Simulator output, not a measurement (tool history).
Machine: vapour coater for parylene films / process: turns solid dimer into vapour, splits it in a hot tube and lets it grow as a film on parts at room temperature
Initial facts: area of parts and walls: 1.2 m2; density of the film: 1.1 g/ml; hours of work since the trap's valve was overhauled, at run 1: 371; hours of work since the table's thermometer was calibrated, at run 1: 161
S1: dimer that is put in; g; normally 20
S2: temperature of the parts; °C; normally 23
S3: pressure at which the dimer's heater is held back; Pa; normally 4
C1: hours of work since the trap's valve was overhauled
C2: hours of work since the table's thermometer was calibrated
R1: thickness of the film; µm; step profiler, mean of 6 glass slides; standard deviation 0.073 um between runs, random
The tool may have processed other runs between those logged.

run 1 day=0 | S1=20 S2=23 S3=4 | C1=371 C2=161 | R1=8.64
run 2 day=0.558 | S1=20 S2=23 S3=4 | C1=380 C2=171 | R1=8.67
run 3 day=0.858 | S1=20 S2=23 S3=4 | C1=386 C2=176 | R1=8.67
run 4 day=1.354 | S1=20 S2=23 S3=4 | C1=394 C2=185 | R1=8.73
run 5 day=1.738 | S1=20 S2=23 S3=4 | C1=401 C2=192 | R1=8.58
run 6 day=2.138 | S1=20 S2=27 S3=4 | C1=408 C2=199 | R1=7.97
run 7 day=2.721 | S1=19 S2=23 S3=4 | C1=418 C2=209 | R1=8.29
run 8 day=3.117 | S1=19 S2=23 S3=4 | C1=425 C2=216 | R1=8.37
-- day=3.35 trap's valve overhauled
run 9 day=3.796 | S1=19 S2=23 S3=4 | C1=8 C2=225 | R1=8.41
run 10 day=4.175 | S1=19 S2=23 S3=4 | C1=14 C2=231 | R1=8.44
run 11 day=4.575 | S1=19 S2=23 S3=4 | C1=21 C2=238 | R1=8.34
run 12 day=4.838 | S1=19 S2=23 S3=4 | C1=26 C2=243 | R1=8.32
run 13 day=5.467 | S1=8 S2=23 S3=4 | C1=37 C2=254 | R1=3.54
run 14 day=5.942 | S1=8 S2=23 S3=4 | C1=45 C2=262 | R1=3.47
run 15 day=6.525 | S1=8 S2=23 S3=4 | C1=55 C2=272 | R1=3.48
run 16 day=6.829 | S1=20 S2=23 S3=4 | C1=61 C2=278 | R1=8.78
run 17 day=7.338 | S1=20 S2=23 S3=2.43 | C1=70 C2=287 | R1=9.57
run 18 day=7.708 | S1=20 S2=23 S3=2.43 | C1=76 C2=293 | R1=9.66
run 19 day=7.983 | S1=20 S2=23 S3=7.53 | C1=81 C2=298 | R1=7.92
run 20 day=8.296 | S1=20 S2=23 S3=7.53 | C1=86 C2=303 | R1=7.78
run 21 day=8.904 | S1=20 S2=20 S3=4 | C1=97 C2=314 | R1=9.34
run 22 day=9.496 | S1=20 S2=20 S3=4 | C1=107 C2=324 | R1=9.46
run 23 day=10.004 | S1=20 S2=20 S3=4 | C1=116 C2=333 | R1=9.36
run 24 day=10.608 | S1=20 S2=20 S3=4 | C1=127 C2=344 | R1=9.37
run 25 day=10.992 | S1=20 S2=26 S3=4 | C1=134 C2=350 | R1=8.2
run 26 day=11.521 | S1=10 S2=23 S3=5 | C1=143 C2=360 | R1=4.22
run 27 day=11.871 | S1=20 S2=22 S3=4 | C1=149 C2=366 | R1=9.02
run 28 day=12.292 | S1=8 S2=30 S3=4 | C1=156 C2=373 | R1=2.88
run 29 day=12.917 | S1=20 S2=23 S3=7.13 | C1=167 C2=384 | R1=7.93
run 30 day=13.325 | S1=9 S2=16 S3=6.47 | C1=174 C2=391 | R1=4.32
run 31 day=13.579 | S1=9 S2=16 S3=6.47 | C1=179 C2=396 | R1=4.25
run 32 day=14.162 | S1=9 S2=16 S3=6.47 | C1=189 C2=406 | R1=4.31
run 33 day=14.692 | S1=15 S2=23 S3=5.72 | C1=198 C2=415 | R1=6.12
run 34 day=15.246 | S1=15 S2=23 S3=5.72 | C1=208 C2=425 | R1=6.15
run 35 day=15.662 | S1=11 S2=21 S3=2.66 | C1=215 C2=432 | R1=5.39
run 36 day=16.071 | S1=20 S2=16 S3=6.51 | C1=222 C2=439 | R1=9.43
run 37 day=16.412 | S1=20 S2=16 S3=6.51 | C1=228 C2=445 | R1=9.49
run 38 day=17.05 | S1=20 S2=16 S3=6.51 | C1=240 C2=456 | R1=9.62
run 39 day=17.588 | S1=11 S2=20 S3=4 | C1=249 C2=466 | R1=5.12
run 40 day=18.175 | S1=13 S2=32 S3=5.98 | C1=259 C2=476 | R1=4.2
run 41 day=18.7 | S1=13 S2=32 S3=5.98 | C1=268 C2=485 | R1=4.2
run 42 day=19.05 | S1=13 S2=32 S3=5.98 | C1=275 C2=491 | R1=4.22
run 43 day=19.383 | S1=13 S2=32 S3=5.98 | C1=280 C2=497 | R1=4.23
run 44 day=19.712 | S1=13 S2=32 S3=3.08 | C1=286 C2=503 | R1=4.8
run 45 day=20.083 | S1=29 S2=32 S3=3.41 | C1=293 C2=509 | R1=10.36
run 46 day=20.625 | S1=20 S2=23 S3=3.24 | C1=302 C2=519 | R1=9.17

Below are 4 alternative next runs, each starting from the tool's condition after run 46. Predict each:
run A day=20.954 | S1=18 S2=33 S3=2.5 | C1=308 C2=525 | R1=?
run B day=20.954 | S1=20 S2=29 S3=6.17 | C1=308 C2=525 | R1=?
run C day=20.954 | S1=16 S2=35 S3=2.75 | C1=308 C2=525 | R1=?
run D day=20.954 | S1=20 S2=30 S3=7.64 | C1=308 C2=525 | R1=?

run=A R1=6.79
run=B R1=6.96
run=C R1=5.59
run=D R1=6.56
What these runs would have given with no unlogged condition in the tool:
run=A R1=6.82
run=B R1=6.99
run=C R1=5.61
run=D R1=6.59

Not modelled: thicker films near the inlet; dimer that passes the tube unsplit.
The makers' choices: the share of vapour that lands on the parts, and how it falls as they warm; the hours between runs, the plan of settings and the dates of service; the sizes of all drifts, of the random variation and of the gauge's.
